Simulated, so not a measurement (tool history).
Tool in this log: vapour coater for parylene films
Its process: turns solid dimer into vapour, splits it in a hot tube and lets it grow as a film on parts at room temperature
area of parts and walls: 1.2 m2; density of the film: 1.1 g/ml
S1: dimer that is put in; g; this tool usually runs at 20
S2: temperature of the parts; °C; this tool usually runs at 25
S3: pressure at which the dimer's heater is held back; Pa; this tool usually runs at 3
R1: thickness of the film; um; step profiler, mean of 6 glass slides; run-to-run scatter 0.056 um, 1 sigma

run,hour,S1,S2,S3,R1
1,0,20,25,3,9.19
2,33,20,25,3,9.21
3,74.1,20,25,3,9.13
4,106.5,20,25,2.35,9.33
5,144.9,20,28,3,7.93
6,197.4,20,28,3,7.84
7,236.7,20,28,3,7.85
8,301.2,20,28,3,7.76
9,352.7,20,28,3,7.75

Forecast run 10:
10,388,14,30,9.73,?

Run 10 came out at R1 4.32 um.
With the hidden condition absent and the run-to-run variation left alone, this run would have shown R1 4.64 um.
